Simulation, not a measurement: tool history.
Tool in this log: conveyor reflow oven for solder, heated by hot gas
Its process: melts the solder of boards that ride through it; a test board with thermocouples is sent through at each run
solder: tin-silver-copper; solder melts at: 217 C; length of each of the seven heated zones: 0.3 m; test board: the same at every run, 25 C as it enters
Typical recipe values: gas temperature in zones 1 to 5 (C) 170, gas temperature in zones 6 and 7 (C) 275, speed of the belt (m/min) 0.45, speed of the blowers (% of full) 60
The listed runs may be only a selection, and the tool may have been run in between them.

run,hour,gas temperature in zones 1 to 5 (C),gas temperature in zones 6 and 7 (C),speed of the belt (m/min),speed of the blowers (% of full),highest temperature of the board (C),time above the solder's melting point (s)
1,0,170,275,0.45,60,262.2,66.15
2,43.5,170,275,0.45,60,262,66.2
3,91.3,170,275,0.427,60,263.2,70.75
4,127.2,170,275,0.427,60,263.1,70.74
5,173.1,170,275,0.427,60,263.1,70.57
6,219,170,275,0.427,60,262.7,70.44
7,260.1,170,275,0.427,60,263.1,70.51
# hour 276.2: flux residue cleaned out of gas plates and filters
8,315.9,170,287,0.45,60,274,72.31
9,354,170,287,0.45,60,273.7,72.13
10,401.4,170,275,0.45,60,262.2,66.64
11,446.8,170,275,0.45,77,264.5,68.29
12,471.2,177,275,0.45,60,263,69.44
# hour 478.2: belt drive overhauled, speed set with a stopwatch
13,500.7,155,275,0.45,60,260.2,61.11
14,526,170,275,0.45,60,262.3,66.67
15,572.1,170,275,0.45,60,262.1,66.63
# hour 614.5: belt drive overhauled, speed set with a stopwatch, once more
16,634.7,170,282,0.45,60,268.2,69.31
17,692.4,160,265,0.45,60,251,55.75
18,750.2,160,265,0.45,60,250.6,55.42

Predict the results of run 19:
19,809.7,156,266,0.393,60,?,?

Run 19 gave highest temperature of the board (C) 254.5, time above the solder's melting point (s) 67.15.
With no hidden state in the tool, this same run would have given highest temperature of the board (C) 256.5, time above the solder's melting point (s) 68.91.

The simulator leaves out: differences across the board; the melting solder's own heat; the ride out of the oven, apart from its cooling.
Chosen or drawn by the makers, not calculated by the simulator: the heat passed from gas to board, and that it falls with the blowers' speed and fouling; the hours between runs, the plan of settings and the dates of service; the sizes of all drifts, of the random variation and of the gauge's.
